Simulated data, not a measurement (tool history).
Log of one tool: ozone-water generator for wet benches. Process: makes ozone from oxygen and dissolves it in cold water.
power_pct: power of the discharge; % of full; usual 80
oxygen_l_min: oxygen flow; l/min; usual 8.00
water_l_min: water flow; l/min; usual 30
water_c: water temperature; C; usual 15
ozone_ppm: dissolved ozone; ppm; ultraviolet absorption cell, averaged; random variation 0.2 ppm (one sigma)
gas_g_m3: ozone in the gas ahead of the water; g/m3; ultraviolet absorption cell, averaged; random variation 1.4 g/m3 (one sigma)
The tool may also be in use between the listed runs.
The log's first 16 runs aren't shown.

run	hour	power_pct	oxygen_l_min	water_l_min	water_c	hours of work since the electrodes were changed	hours of work since the contactor was cleaned	hours of work since the thermometer was calibrated	ozone_ppm	gas_g_m3
17	446.0	43	8.00	37	15	1965	2313	4488	14.8	161.3
18	478.7	67	5.61	35	7	1997	2346	4520	22.8	273.2
19	507.0	51	8.00	30	15	2025	2374	4548	20.1	178.6
20	538.0	80	9.75	30	15	2056	2404	4579	26.2	210.9
21	568.6	41	8.00	24	9	2086	2435	4609	22.8	155.7
22	584.6	92	8.00	24	8	2102	2451	4625	39.1	265.3
23	616.1	92	8.00	24	8	2133	2482	4656	39.7	262.9
24	637.7	92	8.00	24	11	2155	2503	4678	37.3	261.9
25	659.8	92	8.00	24	11	2177	2525	4700	37.4	264.7
26	679.6	92	8.00	24	11	2196	2545	4719	37.1	261.5
27	700.6	83	5.27	30	15	2217	2565	4740	28.0	326.4
28	720.2	74	8.00	39	15	2237	2585	4759	20.2	229.7
29	757.2	59	10.90	26	11	2273	2622	4796	24.9	159.0
30	777.7	59	10.90	26	11	2293	2642	4816	24.9	157.5
31	800.5	67	6.17	47	20	2316	2664	4839	15.0	253.3
# hour 819.9: water thermometer calibrated
32	823.8	67	10.19	30	13	2339	2687	4	24.2	180.3

5 ways to go on from here, each from the tool as it stands after run 32. What would each give?
A	863.0	74	10.19	30	13	2377	2726	43	?	?
B	863.0	80	6.89	29	15	2377	2726	43	?	?
C	863.0	82	9.39	30	21	2377	2726	43	?	?
D	863.0	93	5.61	30	10	2377	2726	43	?	?
E	863.0	40	8.00	30	15	2377	2726	43	?	?

run	ozone_ppm	gas_g_m3
A	25.4	193.5
B	28.4	263.7
C	24.2	215.8
D	32.0	334.3
E	17.4	153.0
Without the tool's hidden state the same runs would have given:
run	ozone_ppm	gas_g_m3
A	27.5	203.1
B	30.7	277.6
C	26.3	227.4
D	34.9	353.6
E	18.4	157.6
